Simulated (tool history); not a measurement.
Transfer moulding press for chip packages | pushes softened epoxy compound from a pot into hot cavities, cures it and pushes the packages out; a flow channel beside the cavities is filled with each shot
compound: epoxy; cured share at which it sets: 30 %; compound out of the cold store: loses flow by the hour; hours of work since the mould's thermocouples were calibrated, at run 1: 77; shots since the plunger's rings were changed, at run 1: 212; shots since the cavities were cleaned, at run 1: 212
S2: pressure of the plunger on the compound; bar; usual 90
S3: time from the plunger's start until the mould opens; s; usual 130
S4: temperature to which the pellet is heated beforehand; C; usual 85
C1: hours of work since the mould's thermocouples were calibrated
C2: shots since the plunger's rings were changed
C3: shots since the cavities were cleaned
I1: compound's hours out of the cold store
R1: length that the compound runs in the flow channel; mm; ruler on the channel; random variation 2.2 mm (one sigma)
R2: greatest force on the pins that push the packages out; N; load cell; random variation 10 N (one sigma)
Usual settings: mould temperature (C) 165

Run 1, hour 0: usual settings; C1 77; C2 212; C3 212; I1 10.7. Result: R1 887 mm, R2 569 N.
Run 2, hour 32.7: usual settings; C1 95; C2 489; C3 489; I1 29. Result: R1 825 mm, R2 629 N.
Run 3, hour 67: usual settings; C1 115; C2 781; C3 781; I1 35.7. Result: R1 804 mm, R2 655 N.
At hour 88.5: cavities cleaned with cleaning compound and waxed.
Run 4, hour 89.8: usual settings; C1 127; C2 961; C3 11; I1 25.5. Result: R1 834 mm, R2 496 N.
Run 5, hour 127.1: usual settings but S4 86 C; C1 148; C2 1278; C3 328; I1 40.6. Result: R1 782 mm, R2 589 N.
Run 6, hour 151.4: usual settings but S4 89 C; C1 161; C2 1484; C3 534; I1 43.4. Result: R1 782 mm, R2 617 N.
Run 7, hour 181.6: usual settings but S4 91 C; C1 178; C2 1741; C3 791; I1 35.4. Result: R1 799 mm, R2 655 N.
At hour 202.5: cavities cleaned with cleaning compound and waxed.
Run 8, hour 208.3: usual settings but S3 135 s; C1 193; C2 1954; C3 49; I1 23.2. Result: R1 829 mm, R2 475 N.
Run 9, hour 237.6: usual settings; C1 209; C2 2203; C3 298; I1 22.6. Result: R1 829 mm, R2 583 N.
Run 10, hour 276: usual settings; C1 231; C2 2530; C3 625; I1 9. Result: R1 870 mm, R2 674 N.
Run 11, hour 305.2: usual settings; C1 247; C2 2777; C3 872; I1 28.8. Result: R1 806 mm, R2 685 N.
At hour 316.8: cavities cleaned with cleaning compound and waxed.
Run 12, hour 344.3: usual settings; C1 268; C2 3097; C3 234; I1 15.3. Result: R1 843 mm, R2 570 N.
Run 13, hour 374.4: usual settings but S4 79 C; C1 285; C2 3352; C3 489; I1 34.6. Result: R1 790 mm, R2 640 N.
Run 14, hour 408.8: usual settings but S3 148 s; C1 305; C2 3644; C3 781; I1 35.2. Result: R1 787 mm, R2 584 N.
At hour 431.6: cavities cleaned with cleaning compound and waxed.
Run 15, hour 444.6: usual settings but S3 148 s; C1 324; C2 3935; C3 110; I1 14.8. Result: R1 833 mm, R2 469 N.
Run 16, hour 483: usual settings but S2 86 bar, S3 127 s, S4 77 C; C1 346; C2 4262; C3 437; I1 37.3. Result: R1 754 mm, R2 647 N.
At hour 496.7: plunger's sealing rings changed.
Run 17, hour 520.6: usual settings but S2 85.9 bar, S3 145 s, S4 82 C; C1 366; C2 202; C3 734; I1 10.3. Result: R1 862 mm, R2 621 N.
At hour 547.5: cavities cleaned with cleaning compound and waxed.
Run 18, hour 549.5: usual settings but S2 85.9 bar, S3 145 s, S4 82 C; C1 381; C2 435; C3 17; I1 22.5. Result: R1 818 mm, R2 440 N.
Run 19, hour 580.9: usual settings but S2 85.9 bar, S3 145 s, S4 82 C; C1 399; C2 702; C3 284; I1 23.1. Result: R1 819 mm, R2 538 N.
Run 20, hour 606.9: usual settings but S2 85.9 bar, S3 145 s, S4 82 C; C1 413; C2 923; C3 505; I1 17.5. Result: R1 834 mm, R2 568 N.
Run 21, hour 634.9: usual settings but mould temperature (C) 166, S3 129 s; C1 429; C2 1161; C3 743; I1 40.8. Result: R1 779 mm, R2 644 N.
Run 22, hour 654.2: usual settings but mould temperature (C) 166, S2 100.2 bar, S3 129 s, S4 75 C; C1 440; C2 1324; C3 906; I1 20.3. Result: R1 880 mm, R2 676 N.
At hour 663: cavities cleaned with cleaning compound and waxed.
Run 23, hour 682.4: usual settings but mould temperature (C) 166, S2 100.2 bar, S3 129 s, S4 75 C; C1 455; C2 1551; C3 165; I1 10.2. Result: R1 916 mm, R2 577 N.
Run 24, hour 718.6: usual settings but mould temperature (C) 171, S2 100.2 bar, S3 129 s, S4 75 C; C1 475; C2 1858; C3 472; I1 17.1. Result: R1 865 mm, R2 536 N.
Run 25, hour 738: usual settings but mould temperature (C) 162, S3 164 s; C1 486; C2 2023; C3 637; I1 17.8. Result: R1 861 mm, R2 586 N.
Run 26, hour 766.5: usual settings but mould temperature (C) 162, S3 164 s; C1 503; C2 2265; C3 879; I1 29.2. Result: R1 823 mm, R2 623 N.
At hour 776: cavities cleaned with cleaning compound and waxed.
Run 27, hour 791.8: usual settings but S3 116 s, S4 78 C; C1 516; C2 2467; C3 134; I1 23.6. Result: R1 825 mm, R2 649 N.
Run 28, hour 809.2: usual settings but mould temperature (C) 167, S2 85.2 bar, S3 155 s, S4 92 C; C1 526; C2 2614; C3 281; I1 8.5. Result: R1 830 mm, R2 477 N.

Forecast each of these 4 alternatives for the next run:
Run A, hour 830: usual settings but mould temperature (C) 168, S2 100.9 bar, S4 79 C; C1 537; C2 2791; C3 458; I1 29.1. Result: R1 ?, R2 ?.
Run B, hour 830: usual settings but mould temperature (C) 167, S2 78.3 bar, S3 155 s, S4 92 C; C1 537; C2 2791; C3 458; I1 40.5. Result: R1 ?, R2 ?.
Run C, hour 830: usual settings but mould temperature (C) 167, S2 71.9 bar, S3 169 s, S4 75 C; C1 537; C2 2791; C3 458; I1 11.4. Result: R1 ?, R2 ?.
Run D, hour 830: usual settings but S2 72.1 bar, S3 141 s, S4 93 C; C1 537; C2 2791; C3 458; I1 22.2. Result: R1 ?, R2 ?.

run   R1   R2
  A  840  566
  B  714  507
  C  755  513
  D  736  571
Without the tool's hidden state the same runs would have given:
run   R1   R2
  A  864  443
  B  734  394
  C  776  398
  D  757  447
